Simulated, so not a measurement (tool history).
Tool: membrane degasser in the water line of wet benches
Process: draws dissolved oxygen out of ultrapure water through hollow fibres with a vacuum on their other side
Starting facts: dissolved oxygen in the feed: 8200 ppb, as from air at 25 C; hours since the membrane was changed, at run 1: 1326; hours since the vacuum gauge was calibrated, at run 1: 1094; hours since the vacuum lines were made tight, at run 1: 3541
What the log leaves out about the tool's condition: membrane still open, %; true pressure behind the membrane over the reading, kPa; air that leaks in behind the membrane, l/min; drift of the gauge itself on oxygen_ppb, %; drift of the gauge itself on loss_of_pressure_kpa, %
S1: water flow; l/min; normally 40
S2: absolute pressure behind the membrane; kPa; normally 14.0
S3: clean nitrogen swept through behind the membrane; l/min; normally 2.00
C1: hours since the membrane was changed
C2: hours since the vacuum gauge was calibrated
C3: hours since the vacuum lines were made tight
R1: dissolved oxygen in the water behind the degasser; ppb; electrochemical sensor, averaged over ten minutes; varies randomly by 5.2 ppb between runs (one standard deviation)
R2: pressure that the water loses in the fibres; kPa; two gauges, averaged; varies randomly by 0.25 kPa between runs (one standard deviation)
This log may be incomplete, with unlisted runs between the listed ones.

{"run": 1, "hour": 0.0, "S1": 40, "S2": 14.0, "S3": 2.0, "C1": 1326, "C2": 1094, "C3": 3541, "R1": 520.9, "R2": 66.14}
{"run": 2, "hour": 27.6, "S1": 40, "S2": 14.0, "S3": 2.0, "C1": 1354, "C2": 1121, "C3": 3569, "R1": 519.3, "R2": 65.98}
{"run": 3, "hour": 57.2, "S1": 40, "S2": 14.0, "S3": 2.0, "C1": 1384, "C2": 1151, "C3": 3598, "R1": 519.6, "R2": 66.07}
{"run": 4, "hour": 98.4, "S1": 40, "S2": 14.0, "S3": 2.0, "C1": 1425, "C2": 1192, "C3": 3639, "R1": 516.4, "R2": 66.14}
{"run": 5, "hour": 146.8, "S1": 40, "S2": 14.0, "S3": 2.0, "C1": 1473, "C2": 1241, "C3": 3688, "R1": 514.7, "R2": 66.45}
{"run": 6, "hour": 182.7, "S1": 40, "S2": 14.0, "S3": 2.0, "C1": 1509, "C2": 1276, "C3": 3724, "R1": 522.9, "R2": 65.85}
{"run": 7, "hour": 234.5, "S1": 40, "S2": 14.0, "S3": 2.0, "C1": 1561, "C2": 1328, "C3": 3776, "R1": 526.3, "R2": 66.41}
{"run": 8, "hour": 257.5, "S1": 40, "S2": 14.0, "S3": 2.0, "C1": 1584, "C2": 1351, "C3": 3799, "R1": 517.6, "R2": 66.19}
{"run": 9, "hour": 310.1, "S1": 26, "S2": 14.0, "S3": 3.43, "C1": 1637, "C2": 1404, "C3": 3851, "R1": 214.6, "R2": 42.76}
{"run": 10, "hour": 337.8, "S1": 33, "S2": 9.1, "S3": 5.1, "C1": 1664, "C2": 1432, "C3": 3879, "R1": 133.7, "R2": 54.66}
{"run": 11, "hour": 359.9, "S1": 33, "S2": 23.7, "S3": 5.1, "C1": 1686, "C2": 1454, "C3": 3901, "R1": 353.0, "R2": 54.62}
{"hour": 363.5, "done": "vacuum gauge calibrated"}
{"run": 12, "hour": 408.2, "S1": 40, "S2": 13.3, "S3": 3.14, "C1": 1734, "C2": 45, "C3": 3949, "R1": 358.2, "R2": 66.66}
{"run": 13, "hour": 440.2, "S1": 46, "S2": 19.9, "S3": 2.89, "C1": 1766, "C2": 77, "C3": 3981, "R1": 653.1, "R2": 76.13}
{"run": 14, "hour": 471.3, "S1": 46, "S2": 19.9, "S3": 5.22, "C1": 1797, "C2": 108, "C3": 4012, "R1": 423.3, "R2": 76.07}
{"run": 15, "hour": 499.4, "S1": 46, "S2": 19.9, "S3": 5.22, "C1": 1825, "C2": 136, "C3": 4040, "R1": 420.8, "R2": 76.39}
{"run": 16, "hour": 522.0, "S1": 60, "S2": 17.4, "S3": 2.0, "C1": 1848, "C2": 158, "C3": 4063, "R1": 956.2, "R2": 99.38}

Pick out some run-to-run changes in R1. Of each, how much would a tool without hidden state show as well, from the settings, what came in and chance, and how much is left for the hidden state and any gauge scatter not in both results compared?
Run 15 -> 16: S1 46 -> 60, S2 19.9 -> 17.4, S3 5.22 -> 2.00. R1 +535.4 ppb: hidden state +4.3, all else +531.1.

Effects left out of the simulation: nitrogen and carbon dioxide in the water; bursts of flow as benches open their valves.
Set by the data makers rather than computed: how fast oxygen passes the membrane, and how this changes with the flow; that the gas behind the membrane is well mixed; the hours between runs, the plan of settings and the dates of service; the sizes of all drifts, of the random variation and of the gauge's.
